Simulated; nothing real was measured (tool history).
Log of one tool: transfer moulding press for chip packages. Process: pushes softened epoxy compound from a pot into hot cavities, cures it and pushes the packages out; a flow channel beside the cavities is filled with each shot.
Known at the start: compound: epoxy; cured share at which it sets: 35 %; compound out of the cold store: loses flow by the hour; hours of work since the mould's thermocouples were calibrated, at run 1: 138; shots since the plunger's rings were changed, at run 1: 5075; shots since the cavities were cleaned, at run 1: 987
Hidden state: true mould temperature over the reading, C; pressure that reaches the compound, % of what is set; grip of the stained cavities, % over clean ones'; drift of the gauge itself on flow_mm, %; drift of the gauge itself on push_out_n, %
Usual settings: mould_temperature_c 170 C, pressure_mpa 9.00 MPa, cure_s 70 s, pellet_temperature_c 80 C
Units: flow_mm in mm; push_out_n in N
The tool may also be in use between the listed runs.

run   hour  mould_temperature_c  pressure_mpa  cure_s  pellet_temperature_c  hours of work since the mould's thermocouples were calibrated  shots since the plunger's rings were changed  shots since the cavities were cleaned  incoming compound's hours out of the cold store  flow_mm  push_out_n
  1    0.0                  170          9.00      70                    80                                                            138                                          5075                                    987                                             18.4      817         415
       6.9  -- cavities cleaned with cleaning compound and waxed
  2   20.4                  162          9.00      70                    80                                                            151                                          5340                                    188                                             44.6      785         521
  3   38.0                  162          9.00      70                    80                                                            162                                          5586                                    434                                             28.6      819         652
  4   53.3                  162          9.00      70                    80                                                            172                                          5800                                    648                                             23.1      829         729
      67.0  -- plunger's sealing rings changed
  5   74.7                  169          9.00      70                    80                                                            185                                           108                                    913                                             27.9      851         449
      87.0  -- cavities cleaned with cleaning compound and waxed
  6   90.6                  169          9.00      70                    80                                                            194                                           310                                     51                                             30.3      840         271
  7   98.9                  170          9.00      70                    80                                                            200                                           426                                    167                                             18.4      861         298
  8  118.0                  170          9.00      70                    75                                                            212                                           693                                    434                                             20.0      863         360
  9  127.8                  170          9.00      61                    80                                                            219                                           831                                    572                                             33.8      825         513
     131.0  -- mould's thermocouples calibrated
 10  149.6                  170          9.00      55                    80                                                             12                                          1107                                    848                                             31.3      827         748
     162.4  -- mould's thermocouples calibrated, once more
 11  162.9                  170          9.00      89                    84                                                              0                                          1266                                   1007                                             33.6      823         297
     167.9  -- cavities cleaned with cleaning compound and waxed
 12  177.9                  170          9.00      89                    84                                                              9                                          1455                                    141                                             16.3      857         203
 13  187.1                  170          9.00      89                    84                                                             15                                          1584                                    270                                             34.4      815         238
 14  199.7                  170          9.00      89                    71                                                             24                                          1760                                    446                                             24.3      839         257
 15  212.9                  170          9.00      89                    71                                                             32                                          1944                                    630                                             12.2      865         276
 16  227.8                  170          8.21      58                    80                                                             42                                          2153                                    839                                             18.2      813         671

Run 17 comes next. What will it give?
     245.0  -- cavities cleaned with cleaning compound and waxed
 17  248.2                  170          9.37      81                    80                                                             55                                          2418                                     45                                             11.4        ?           ?

Run 17 gave flow_mm 878 mm, push_out_n 204 N.
Without the tool's hidden state the same run would have given flow_mm 905 mm, push_out_n 186 N.
